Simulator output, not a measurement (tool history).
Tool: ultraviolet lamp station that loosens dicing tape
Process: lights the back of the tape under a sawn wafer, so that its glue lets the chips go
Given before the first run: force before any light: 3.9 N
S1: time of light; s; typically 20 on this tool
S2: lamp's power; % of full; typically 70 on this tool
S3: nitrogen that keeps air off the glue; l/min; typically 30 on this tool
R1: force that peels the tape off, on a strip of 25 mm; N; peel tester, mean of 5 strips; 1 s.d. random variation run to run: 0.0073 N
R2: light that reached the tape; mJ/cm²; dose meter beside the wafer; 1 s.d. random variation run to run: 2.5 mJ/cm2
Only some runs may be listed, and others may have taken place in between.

run	hour	S1	S2	S3	R1	R2
1	0.0	20	70	30	0.418	195
2	38.6	23	70	30	0.368	218
3	62.4	23	70	18	0.447	212
4	98.9	23	70	18	0.467	210
5	128.4	23	70	16	0.471	205
6	150.8	23	70	48	0.378	197
# hour 163.6: lamp changed
7	187.1	23	70	48	0.255	279
8	212.7	20	70	30	0.323	237
9	232.9	20	70	30	0.328	236
10	269.5	20	70	30	0.338	231
# hour 272.4: window cleaned of glue's vapour
11	286.9	20	70	30	0.277	273
12	315.4	20	70	30	0.292	272
13	336.2	20	70	30	0.283	270
14	370.0	20	70	30	0.288	262
15	411.5	20	70	30	0.308	255
16	435.2	20	70	30	0.297	252
17	465.6	16	70	30	0.440	200
18	489.7	16	70	30	0.436	197
19	523.8	16	70	30	0.451	189
20	556.2	11	86	12	0.776	160
21	579.2	17	76	9	0.575	211
22	603.2	21	89	18	0.279	304
23	634.4	21	89	18	0.286	293
24	672.7	20	88	31	0.286	270
25	689.6	15	93	25	0.415	214
26	728.5	23	93	29	0.239	315
27	749.0	17	74	13	0.604	181
28	775.2	35	99	11	0.227	499
29	807.7	35	99	11	0.225	484
# hour 831.2: window cleaned of glue's vapour
30	836.4	32	74	17	0.220	392
31	860.8	14	70	30	0.584	164
32	878.9	14	70	30	0.593	156
33	898.9	14	70	30	0.581	155
34	934.4	24	61	44	0.311	228
35	965.2	11	70	30	0.892	115
36	988.7	11	70	30	0.918	111
37	1007.4	11	70	30	0.908	113

Hidden state or all else? Some run-to-run changes of R1, split into what the settings, what came in and random variation would give without the hidden state, and what is left for the hidden state (with any gauge scatter that isn't in both results):
Hidden state present: lamp's light, % of a new lamp's; light that the window lets through, % of a clean one's; drift of the gauge itself on peel_n, %; drift of the gauge itself on dose_mj_cm2, %.
Run 26 -> 27: S1 23 -> 17, S2 93 -> 74, S3 29 -> 13. R1 +0.365 N: hidden state +0.216, all else +0.149.
Run 27 -> 28: S1 17 -> 35, S2 74 -> 99, S3 13 -> 11. R1 -0.377 N: hidden state -0.237, all else -0.140.
Run 34 -> 35: S1 24 -> 11, S2 61 -> 70, S3 44 -> 30. R1 +0.581 N: hidden state +0.244, all else +0.337.
